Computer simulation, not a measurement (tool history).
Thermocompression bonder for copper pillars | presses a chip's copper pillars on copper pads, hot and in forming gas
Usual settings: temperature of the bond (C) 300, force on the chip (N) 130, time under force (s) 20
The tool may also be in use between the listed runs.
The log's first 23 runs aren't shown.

run	day	temperature of the bond (C)	force on the chip (N)	time under force (s)	hours of work since the heater was calibrated	hours of work since the force cell was calibrated	hours of work since the gas filter was changed	force that shears a chip off (N)
24	34.279	310	88	39	347	1157	86	58.4
25	36.329	300	130	27	377	1187	117	63.9
26	37.521	300	130	27	395	1205	135	63.4
27	38.525	329	81	10	410	1220	150	41.9
# day 38.967: forming gas filter changed
28	40.004	319	139	48	432	1242	15	80.9
29	41.675	282	98	22	457	1266	40	41.4
30	43.046	271	168	23	477	1287	61	58
31	44.542	319	100	20	499	1309	83	58.6
32	45.696	319	177	21	516	1326	100	77.9
33	47.596	319	177	21	545	1354	128	77.8

Forecast each of these 4 alternatives for the next run:
A	48.942	326	91	21	565	1374	148	?
B	48.942	284	147	20	565	1374	148	?
C	48.942	315	191	21	565	1374	148	?
D	48.942	290	177	43	565	1374	148	?

run	force that shears a chip off (N)
A	57.9
B	56.5
C	77.9
D	76.3
Without the tool's hidden state the same runs would have given:
run	force that shears a chip off (N)
A	59.1
B	57.2
C	79.7
D	77.8
